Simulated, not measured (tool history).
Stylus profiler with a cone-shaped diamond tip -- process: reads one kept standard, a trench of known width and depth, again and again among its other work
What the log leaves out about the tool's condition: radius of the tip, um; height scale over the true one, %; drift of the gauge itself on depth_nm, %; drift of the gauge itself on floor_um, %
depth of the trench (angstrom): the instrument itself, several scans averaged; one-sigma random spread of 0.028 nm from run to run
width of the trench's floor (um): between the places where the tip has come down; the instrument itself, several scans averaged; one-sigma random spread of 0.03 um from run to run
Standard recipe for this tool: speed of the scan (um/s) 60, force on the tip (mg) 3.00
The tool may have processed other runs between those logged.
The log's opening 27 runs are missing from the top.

| run | day | speed of the scan (um/s) | force on the tip (mg) | scans with this tip | hours of work since the height scale was calibrated | depth of the trench (angstrom) | width of the trench's floor (um) |
|---|---|---|---|---|---|---|---|
| 28 | 22.025 | 96 | 4.66 | 2296 | 364 | 1011.4 | 97.51 |
| 29 | 22.775 | 214 | 2.76 | 2342 | 372 | 1007.9 | 97.02 |
| 30 | 23.633 | 43 | 6.38 | 2396 | 380 | 1014.2 | 97.66 |
| 31 | 24.779 | 18 | 4.84 | 2467 | 391 | 1011.4 | 97.62 |
| 32 | 25.712 | 68 | 2.63 | 2525 | 401 | 1008.1 | 97.50 |
| 33 | 26.546 | 78 | 1.31 | 2577 | 409 | 1005.0 | 97.30 |
| 34 | 27.271 | 78 | 1.31 | 2622 | 416 | 1005.3 | 97.35 |
| 35 | 27.975 | 78 | 1.31 | 2666 | 423 | 1005.4 | 97.32 |
| 36 | 28.646 | 161 | 6.28 | 2708 | 430 | 1013.2 | 97.39 |
| 37 | 29.421 | 60 | 8.05 | 2756 | 437 | 1016.1 | 97.57 |
| 38 | 30.529 | 60 | 8.05 | 2825 | 448 | 1016.3 | 97.58 |
| 39 | 31.142 | 230 | 2.82 | 2863 | 454 | 1008.3 | 96.95 |
| 40 | 31.658 | 230 | 2.82 | 2896 | 459 | 1008.2 | 96.97 |
| 41 | 32.729 | 230 | 2.82 | 2962 | 470 | 1008.1 | 96.90 |

5 options for the next run, each taken on its own from the tool as it stands now. Forecast them:
| A | 33.529 | 16 | 3.78 | 3012 | 478 | ? | ? |
| B | 33.529 | 31 | 8.96 | 3012 | 478 | ? | ? |
| C | 33.529 | 15 | 8.44 | 3012 | 478 | ? | ? |
| D | 33.529 | 43 | 2.96 | 3012 | 478 | ? | ? |
| E | 33.529 | 25 | 1.03 | 3012 | 478 | ? | ? |

| run | depth of the trench (angstrom) | width of the trench's floor (um) |
|---|---|---|
| A | 1009.9 | 97.59 |
| B | 1017.3 | 97.54 |
| C | 1016.7 | 97.61 |
| D | 1008.0 | 97.53 |
| E | 1004.4 | 97.57 |
With the hidden condition removed and each run's random variation left untouched, the same runs would have given:
| run | depth of the trench (angstrom) | width of the trench's floor (um) |
|---|---|---|
| A | 1009.5 | 97.97 |
| B | 1016.9 | 97.92 |
| C | 1016.2 | 97.99 |
| D | 1007.6 | 97.91 |
| E | 1003.9 | 97.95 |
